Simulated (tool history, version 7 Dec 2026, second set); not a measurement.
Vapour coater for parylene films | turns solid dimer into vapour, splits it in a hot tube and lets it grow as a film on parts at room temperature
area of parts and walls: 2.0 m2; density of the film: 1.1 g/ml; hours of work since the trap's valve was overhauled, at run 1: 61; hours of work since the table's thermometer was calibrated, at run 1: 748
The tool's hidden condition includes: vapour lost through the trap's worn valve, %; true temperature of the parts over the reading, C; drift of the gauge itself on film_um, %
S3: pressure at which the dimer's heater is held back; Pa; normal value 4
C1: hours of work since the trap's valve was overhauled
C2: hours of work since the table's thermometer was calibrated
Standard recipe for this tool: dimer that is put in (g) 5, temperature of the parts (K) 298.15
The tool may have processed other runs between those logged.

{"run": 1, "hour": 0.0, "dimer that is put in (g)": 5, "temperature of the parts (K)": 298.15, "S3": 4, "C1": 61, "C2": 748, "thickness of the film (nm)": 1648}
{"run": 2, "hour": 57.9, "dimer that is put in (g)": 5, "temperature of the parts (K)": 298.15, "S3": 4, "C1": 97, "C2": 784, "thickness of the film (nm)": 1665}
{"run": 3, "hour": 112.5, "dimer that is put in (g)": 5, "temperature of the parts (K)": 298.15, "S3": 4, "C1": 131, "C2": 818, "thickness of the film (nm)": 1648}
{"run": 4, "hour": 150.1, "dimer that is put in (g)": 5, "temperature of the parts (K)": 298.15, "S3": 4, "C1": 155, "C2": 841, "thickness of the film (nm)": 1652}
{"run": 5, "hour": 211.0, "dimer that is put in (g)": 5, "temperature of the parts (K)": 298.15, "S3": 4, "C1": 193, "C2": 879, "thickness of the film (nm)": 1645}
{"hour": 215.5, "done": "table's thermometer calibrated"}
{"run": 6, "hour": 272.5, "dimer that is put in (g)": 5, "temperature of the parts (K)": 298.15, "S3": 4, "C1": 230, "C2": 35, "thickness of the film (nm)": 1553}
{"run": 7, "hour": 318.4, "dimer that is put in (g)": 5, "temperature of the parts (K)": 298.15, "S3": 7.28, "C1": 259, "C2": 64, "thickness of the film (nm)": 1491}
{"run": 8, "hour": 345.9, "dimer that is put in (g)": 5, "temperature of the parts (K)": 298.15, "S3": 7.28, "C1": 276, "C2": 81, "thickness of the film (nm)": 1489}
{"run": 9, "hour": 388.7, "dimer that is put in (g)": 5, "temperature of the parts (K)": 298.15, "S3": 7.28, "C1": 302, "C2": 108, "thickness of the film (nm)": 1482}
{"run": 10, "hour": 440.2, "dimer that is put in (g)": 5, "temperature of the parts (K)": 307.15, "S3": 4.77, "C1": 334, "C2": 140, "thickness of the film (nm)": 1026}
{"run": 11, "hour": 498.2, "dimer that is put in (g)": 4, "temperature of the parts (K)": 307.15, "S3": 4.76, "C1": 370, "C2": 176, "thickness of the film (nm)": 805}
{"run": 12, "hour": 539.2, "dimer that is put in (g)": 3, "temperature of the parts (K)": 298.15, "S3": 4.24, "C1": 396, "C2": 201, "thickness of the film (nm)": 909}

Run 13 is up next; what results do you expect?
{"hour": 547.6, "done": "trap's valve overhauled"}
{"run": 13, "hour": 593.4, "dimer that is put in (g)": 3, "temperature of the parts (K)": 293.15, "S3": 10.36, "C1": 28, "C2": 232, "thickness of the film (nm)": "?"}

thickness of the film (nm): 1046
With no hidden state in the tool, this same run would have given thickness of the film (nm) 1149.
